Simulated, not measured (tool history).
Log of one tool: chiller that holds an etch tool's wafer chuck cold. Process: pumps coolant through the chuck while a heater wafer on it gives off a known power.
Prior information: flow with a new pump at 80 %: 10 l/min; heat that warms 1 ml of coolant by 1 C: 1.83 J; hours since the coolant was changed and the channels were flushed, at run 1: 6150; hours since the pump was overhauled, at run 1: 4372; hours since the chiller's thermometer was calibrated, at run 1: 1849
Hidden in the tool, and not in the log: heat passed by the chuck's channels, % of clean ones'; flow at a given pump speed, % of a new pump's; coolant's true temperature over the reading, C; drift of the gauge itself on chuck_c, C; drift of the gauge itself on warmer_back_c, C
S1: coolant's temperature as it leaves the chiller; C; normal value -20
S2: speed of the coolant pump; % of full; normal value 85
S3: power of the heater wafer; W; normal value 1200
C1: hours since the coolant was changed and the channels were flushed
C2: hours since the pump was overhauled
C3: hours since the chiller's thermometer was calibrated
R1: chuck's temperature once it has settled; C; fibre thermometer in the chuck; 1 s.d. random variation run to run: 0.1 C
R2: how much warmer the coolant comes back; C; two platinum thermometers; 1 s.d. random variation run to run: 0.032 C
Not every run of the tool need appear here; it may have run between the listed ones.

run 1 day=0.000 | S1=-20 S2=85 S3=1200 | C1=6150 C2=4372 C3=1849 | R1=-10.3 R2=4.15
run 2 day=5.429 | S1=-20 S2=85 S3=1200 | C1=6281 C2=4502 C3=1980 | R1=-10.3 R2=4.10
run 3 day=10.654 | S1=-20 S2=85 S3=1200 | C1=6406 C2=4627 C3=2105 | R1=-10.0 R2=4.13
run 4 day=14.250 | S1=-20 S2=85 S3=1200 | C1=6492 C2=4714 C3=2191 | R1=-10.3 R2=4.14
run 5 day=19.258 | S1=-20 S2=85 S3=1200 | C1=6613 C2=4834 C3=2311 | R1=-10.1 R2=4.16
run 6 day=22.808 | S1=-20 S2=85 S3=1200 | C1=6698 C2=4919 C3=2397 | R1=-10.0 R2=4.16
-- day=25.421 coolant changed, channels flushed
run 7 day=25.929 | S1=-20 S2=85 S3=1200 | C1=12 C2=4988 C3=2466 | R1=-11.3 R2=4.17
run 8 day=32.362 | S1=-20 S2=85 S3=1200 | C1=167 C2=5142 C3=2620 | R1=-11.5 R2=4.20
run 9 day=37.188 | S1=-20 S2=85 S3=1200 | C1=282 C2=5258 C3=2736 | R1=-11.4 R2=4.17
run 10 day=42.958 | S1=-20 S2=85 S3=1200 | C1=421 C2=5397 C3=2874 | R1=-11.2 R2=4.16
run 11 day=47.404 | S1=-20 S2=85 S3=1654 | C1=528 C2=5503 C3=2981 | R1=-7.9 R2=5.82
-- day=48.033 chiller's thermometer calibrated
run 12 day=51.442 | S1=-20 S2=99 S3=1200 | C1=624 C2=5599 C3=82 | R1=-12.6 R2=3.57
run 13 day=54.454 | S1=-17 S2=97 S3=1753 | C1=696 C2=5672 C3=154 | R1=-5.7 R2=5.38
run 14 day=59.629 | S1=-22 S2=61 S3=1180 | C1=820 C2=5796 C3=278 | R1=-10.4 R2=5.93
run 15 day=65.117 | S1=-12 S2=72 S3=1200 | C1=952 C2=5927 C3=410 | R1=-1.9 R2=5.04
run 16 day=68.321 | S1=-20 S2=86 S3=1200 | C1=1029 C2=6004 C3=487 | R1=-11.5 R2=4.24
run 17 day=75.104 | S1=-20 S2=85 S3=1461 | C1=1191 C2=6167 C3=650 | R1=-9.2 R2=5.18
-- day=75.683 chiller's thermometer calibrated, once more
run 18 day=80.529 | S1=-20 S2=85 S3=1461 | C1=1321 C2=6296 C3=116 | R1=-8.8 R2=5.21
run 19 day=86.488 | S1=-20 S2=85 S3=742 | C1=1464 C2=6439 C3=259 | R1=-14.0 R2=2.67
run 20 day=90.450 | S1=-29 S2=83 S3=1470 | C1=1559 C2=6534 C3=354 | R1=-17.4 R2=5.44
run 21 day=94.088 | S1=-29 S2=83 S3=1470 | C1=1646 C2=6622 C3=442 | R1=-17.5 R2=5.45
run 22 day=98.050 | S1=-29 S2=66 S3=1470 | C1=1741 C2=6717 C3=537 | R1=-14.7 R2=6.96

Each row is a separate what-if for the run after 22, all from the same tool condition, not one after another. Results?
run A day=104.188 | S1=-18 S2=70 S3=767 | C1=1888 C2=6864 C3=684 | R1=? R2=?
run B day=104.188 | S1=-23 S2=81 S3=1410 | C1=1888 C2=6864 C3=684 | R1=? R2=?
run C day=104.188 | S1=-29 S2=85 S3=1200 | C1=1888 C2=6864 C3=684 | R1=? R2=?
run D day=104.188 | S1=-28 S2=66 S3=1204 | C1=1888 C2=6864 C3=684 | R1=? R2=?

run=A R1=-10.9 R2=3.51
run=B R1=-11.7 R2=5.37
run=C R1=-19.6 R2=4.38
run=D R1=-16.4 R2=5.75
Without the tool's hidden state the same runs would have given:
run=A R1=-12.0 R2=2.98
run=B R1=-13.6 R2=4.54
run=C R1=-21.2 R2=3.71
run=D R1=-18.3 R2=4.88
